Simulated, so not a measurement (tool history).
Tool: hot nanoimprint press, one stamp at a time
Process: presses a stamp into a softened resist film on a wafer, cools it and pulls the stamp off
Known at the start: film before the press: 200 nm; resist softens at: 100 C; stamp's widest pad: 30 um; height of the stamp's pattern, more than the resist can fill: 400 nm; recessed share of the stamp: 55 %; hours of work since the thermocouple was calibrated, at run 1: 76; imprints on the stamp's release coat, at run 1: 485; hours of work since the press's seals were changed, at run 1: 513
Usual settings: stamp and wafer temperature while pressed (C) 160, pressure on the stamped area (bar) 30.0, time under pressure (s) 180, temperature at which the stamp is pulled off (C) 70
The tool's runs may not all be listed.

run,hour,stamp and wafer temperature while pressed (C),pressure on the stamped area (bar),time under pressure (s),temperature at which the stamp is pulled off (C),hours of work since the thermocouple was calibrated,imprints on the stamp's release coat,hours of work since the press's seals were changed,resist left under the stamp's widest pad (angstrom),greatest force while the stamp is pulled off (N)
1,0.0,160,30.0,180,70,76,485,513,759,200
2,78.8,168,30.0,180,70,123,680,560,476,197
3,155.4,168,30.0,180,70,169,870,605,472,214
4,231.4,168,30.0,180,70,214,1058,651,469,215
5,304.1,160,30.0,180,70,257,1238,694,746,218
# hour 349.0: plate thermocouple calibrated
6,367.5,160,42.9,180,70,11,1387,730,656,226
# hour 449.1: stamp cleaned and given a new release coat
7,449.1,160,42.9,209,70,56,0,775,611,175
# hour 507.7: press's hydraulic seals changed and the load cell set to zero
8,516.0,160,30.0,180,70,91,146,5,739,175
9,574.8,160,30.0,180,70,126,291,40,736,188
10,646.4,160,30.0,180,70,169,468,83,733,194
11,684.8,160,24.0,180,70,192,563,105,811,200
12,734.4,170,24.0,180,70,221,686,135,458,197
13,786.2,149,30.0,180,70,252,814,166,1339,212
# hour 836.1: plate thermocouple calibrated
14,846.2,160,30.0,180,70,6,955,200,764,209
15,923.2,162,30.0,180,70,52,1146,246,673,219
16,972.1,162,30.0,180,70,81,1267,275,667,219
17,1034.4,155,30.0,180,70,118,1421,312,1004,227
18,1081.7,150,30.5,323,70,146,1538,340,1087,242
# hour 1100.3: stamp cleaned and given a new release coat
19,1166.7,150,30.5,323,70,193,164,387,1078,176
20,1201.9,150,30.5,323,70,214,251,408,1074,180
21,1270.5,160,18.9,180,70,255,421,449,906,192
# hour 1318.0: plate thermocouple calibrated
22,1353.9,167,19.5,180,70,21,620,497,627,194
23,1429.9,160,30.0,176,70,67,808,542,768,207
24,1484.8,160,30.0,176,70,99,944,575,767,215
25,1534.8,150,44.7,113,70,129,1067,605,1333,215
26,1602.5,151,25.9,180,70,169,1235,645,1311,228
27,1680.0,151,25.9,180,70,216,1427,691,1305,225
# hour 1747.2: stamp cleaned and given a new release coat
28,1753.3,152,41.0,135,75,256,15,731,1159,156
# hour 1797.9: plate thermocouple calibrated
29,1832.3,160,30.0,180,67,20,203,776,775,187
30,1870.3,160,41.1,143,61,43,297,799,745,198

How the hidden state differs across the entries between the runs, from the last listed run before each to the first after it:
Between runs 5 and 6: plate thermocouple calibrated (hour 349.0)
  true temperature over the reading, C: 0.61 -> 0.1; pressure that arrives at the usual setting, %: 94.95 -> 94.66; grip of the stamp's worn release coat, % over a new coat's: 29.7 -> 33.4
  measured less the result without the state, resist left under the stamp's widest pad (angstrom): -9 -> +21; greatest force while the stamp is pulled off (N): +49 -> +57
Between runs 6 and 7: stamp cleaned and given a new release coat (hour 449.1)
  true temperature over the reading, C: 0.1 -> 0.23; pressure that arrives at the usual setting, %: 94.66 -> 94.3; grip of the stamp's worn release coat, % over a new coat's: 33.4 -> 0
  measured less the result without the state, resist left under the stamp's widest pad (angstrom): +21 -> +16; greatest force while the stamp is pulled off (N): +57 -> -1
Between runs 7 and 8: press's hydraulic seals changed and the load cell set to zero (hour 507.7)
  true temperature over the reading, C: 0.23 -> 0.32; pressure that arrives at the usual setting, %: 94.3 -> 99.87; grip of the stamp's worn release coat, % over a new coat's: 0 -> 3.4
  measured less the result without the state, resist left under the stamp's widest pad (angstrom): +16 -> -13; greatest force while the stamp is pulled off (N): -1 -> +5
Between runs 13 and 14: plate thermocouple calibrated (hour 836.1)
  true temperature over the reading, C: 0.73 -> -0.04; pressure that arrives at the usual setting, %: 98.58 -> 98.29; grip of the stamp's worn release coat, % over a new coat's: 19.4 -> 22.8
  measured less the result without the state, resist left under the stamp's widest pad (angstrom): -40 -> +8; greatest force while the stamp is pulled off (N): +33 -> +39
Between runs 18 and 19: stamp cleaned and given a new release coat (hour 1100.3)
  true temperature over the reading, C: 0.36 -> 0.49; pressure that arrives at the usual setting, %: 97.15 -> 96.75; grip of the stamp's worn release coat, % over a new coat's: 37.1 -> 3.9
  measured less the result without the state, resist left under the stamp's widest pad (angstrom): -11 -> -17; greatest force while the stamp is pulled off (N): +65 -> +6
Between runs 21 and 22: plate thermocouple calibrated (hour 1318.0)
  true temperature over the reading, C: 0.64 -> 0.05; pressure that arrives at the usual setting, %: 96.23 -> 95.82; grip of the stamp's worn release coat, % over a new coat's: 9.9 -> 14.7
  measured less the result without the state, resist left under the stamp's widest pad (angstrom): -23 -> +7; greatest force while the stamp is pulled off (N): +16 -> +25
Between runs 27 and 28: stamp cleaned and given a new release coat (hour 1747.2)
  true temperature over the reading, C: 0.6 -> 0.71; pressure that arrives at the usual setting, %: 94.21 -> 93.89; grip of the stamp's worn release coat, % over a new coat's: 34.3 -> 0.4
  measured less the result without the state, resist left under the stamp's widest pad (angstrom): -16 -> -7; greatest force while the stamp is pulled off (N): +57 -> -1
Between runs 28 and 29: plate thermocouple calibrated (hour 1797.9)
  true temperature over the reading, C: 0.71 -> 0.03; pressure that arrives at the usual setting, %: 93.89 -> 93.54; grip of the stamp's worn release coat, % over a new coat's: 0.4 -> 4.8
  measured less the result without the state, resist left under the stamp's widest pad (angstrom): -7 -> +23; greatest force while the stamp is pulled off (N): -1 -> +8

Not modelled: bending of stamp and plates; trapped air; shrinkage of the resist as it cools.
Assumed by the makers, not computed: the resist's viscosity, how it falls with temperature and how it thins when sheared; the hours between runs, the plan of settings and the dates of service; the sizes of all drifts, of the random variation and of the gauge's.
